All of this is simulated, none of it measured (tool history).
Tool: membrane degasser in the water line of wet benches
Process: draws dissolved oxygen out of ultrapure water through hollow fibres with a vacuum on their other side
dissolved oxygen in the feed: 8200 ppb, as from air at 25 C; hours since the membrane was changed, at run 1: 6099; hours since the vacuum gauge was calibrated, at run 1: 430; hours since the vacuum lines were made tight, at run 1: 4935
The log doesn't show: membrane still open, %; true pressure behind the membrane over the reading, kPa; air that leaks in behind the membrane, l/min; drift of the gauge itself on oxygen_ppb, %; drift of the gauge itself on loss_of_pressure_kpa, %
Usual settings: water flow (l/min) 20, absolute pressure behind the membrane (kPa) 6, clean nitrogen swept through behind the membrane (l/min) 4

| run | hour | water flow (l/min) | absolute pressure behind the membrane (kPa) | clean nitrogen swept through behind the membrane (l/min) | hours since the membrane was changed | hours since the vacuum gauge was calibrated | hours since the vacuum lines were made tight | dissolved oxygen in the water behind the degasser (ppb) | pressure that the water loses in the fibres (kPa) |
|---|---|---|---|---|---|---|---|---|---|
| 1 | 0 | 20 | 6 | 4 | 6099 | 430 | 4935 | 67.1 | 49.23 |
| 2 | 128.9 | 20 | 6 | 4 | 6228 | 559 | 5064 | 68.5 | 48.98 |
| 3 | 219.4 | 20 | 6 | 4 | 6318 | 649 | 5155 | 67.3 | 49.58 |
| 4 | 280.9 | 20 | 6 | 4 | 6380 | 711 | 5216 | 67.1 | 48.88 |
| 5 | 382.5 | 20 | 6 | 4 | 6481 | 812 | 5318 | 67.6 | 49.02 |
| 6 | 505.8 | 20 | 6 | 4 | 6605 | 936 | 5441 | 67.3 | 49.37 |
| 7 | 610.4 | 20 | 6 | 4 | 6709 | 1040 | 5546 | 67.4 | 49.16 |
| 8 | 718.3 | 20 | 6 | 4 | 6817 | 1148 | 5654 | 68.9 | 48.96 |
| 9 | 841.6 | 20 | 6 | 4 | 6941 | 1271 | 5777 | 66.5 | 49.61 |
| 10 | 908 | 20 | 11.11 | 4 | 7007 | 1338 | 5843 | 130.5 | 49.16 |
| 11 | 993.7 | 20 | 11.11 | 4 | 7093 | 1423 | 5929 | 130.2 | 49.5 |
| 12 | 1096.5 | 20 | 6 | 4 | 7195 | 1526 | 6032 | 67.6 | 49.32 |
| 13 | 1180.6 | 20 | 4.7 | 4 | 7280 | 1610 | 6116 | 52.1 | 49.62 |
| 14 | 1321 | 20 | 4.7 | 4 | 7420 | 1751 | 6256 | 52.3 | 49.91 |
| 15 | 1386.5 | 20 | 4.7 | 1.72 | 7485 | 1816 | 6322 | 72.7 | 49.55 |
| 16 | 1460.5 | 20 | 4.7 | 1.72 | 7559 | 1890 | 6396 | 73.4 | 49.33 |
| 17 | 1522.7 | 20 | 6 | 4 | 7622 | 1952 | 6458 | 68.2 | 49.21 |
| 18 | 1591.9 | 19 | 6 | 4 | 7691 | 2022 | 6527 | 61.6 | 46.78 |
| 19 | 1662.5 | 22 | 6 | 3.34 | 7761 | 2092 | 6598 | 84.9 | 54.63 |
| 20 | 1778.7 | 22 | 6 | 3.34 | 7878 | 2209 | 6714 | 86.6 | 54.82 |
| 21 | 1859 | 31 | 3.95 | 4 | 7958 | 2289 | 6794 | 99.7 | 76.27 |
| 22 | 1947 | 31 | 3.95 | 4 | 8046 | 2377 | 6883 | 99 | 77.11 |
| 23 | 2017.3 | 31 | 3.95 | 4 | 8116 | 2447 | 6953 | 100 | 76.49 |
| 24 | 2151.2 | 31 | 3.95 | 4 | 8250 | 2581 | 7087 | 98.2 | 77.45 |
| 25 | 2226.3 | 29 | 8.31 | 6.84 | 8325 | 2656 | 7162 | 127.1 | 72.4 |
| 26 | 2362.7 | 29 | 8.31 | 6.84 | 8462 | 2793 | 7298 | 125.4 | 71.96 |
| 27 | 2443.9 | 29 | 8.31 | 6.84 | 8543 | 2874 | 7379 | 125.6 | 72.46 |
| 28 | 2587.9 | 29 | 8.31 | 6.84 | 8687 | 3018 | 7523 | 125.6 | 72.06 |
| 29 | 2659.3 | 27 | 10.7 | 1.98 | 8758 | 3089 | 7595 | 290.9 | 67.4 |
| 30 | 2765.5 | 15 | 6 | 8.25 | 8864 | 3195 | 7701 | 30.7 | 37.48 |
| 31 | 2897.7 | 15 | 6 | 8.25 | 8997 | 3328 | 7833 | 29.9 | 37.54 |
| 32 | 2983.8 | 18 | 10.04 | 3.31 | 9083 | 3414 | 7919 | 114.3 | 44.87 |
| 33 | 3053.3 | 18 | 10.04 | 3.31 | 9152 | 3483 | 7989 | 115.6 | 45.07 |

3 ways to go on from here, each from the tool as it stands after run 33. What would each give?
| A | 3164 | 20 | 7.29 | 4 | 9263 | 3594 | 8099 | ? | ? |
| B | 3164 | 15 | 6.85 | 8.54 | 9263 | 3594 | 8099 | ? | ? |
| C | 3164 | 29 | 3.99 | 4 | 9263 | 3594 | 8099 | ? | ? |

| run | dissolved oxygen in the water behind the degasser (ppb) | pressure that the water loses in the fibres (kPa) |
|---|---|---|
| A | 84.4 | 50.2 |
| B | 33.1 | 37.57 |
| C | 87.8 | 72.54 |
Without the tool's hidden state the same runs would have given:
| run | dissolved oxygen in the water behind the degasser (ppb) | pressure that the water loses in the fibres (kPa) |
|---|---|---|
| A | 84.3 | 49.19 |
| B | 33 | 36.82 |
| C | 87.6 | 71.09 |

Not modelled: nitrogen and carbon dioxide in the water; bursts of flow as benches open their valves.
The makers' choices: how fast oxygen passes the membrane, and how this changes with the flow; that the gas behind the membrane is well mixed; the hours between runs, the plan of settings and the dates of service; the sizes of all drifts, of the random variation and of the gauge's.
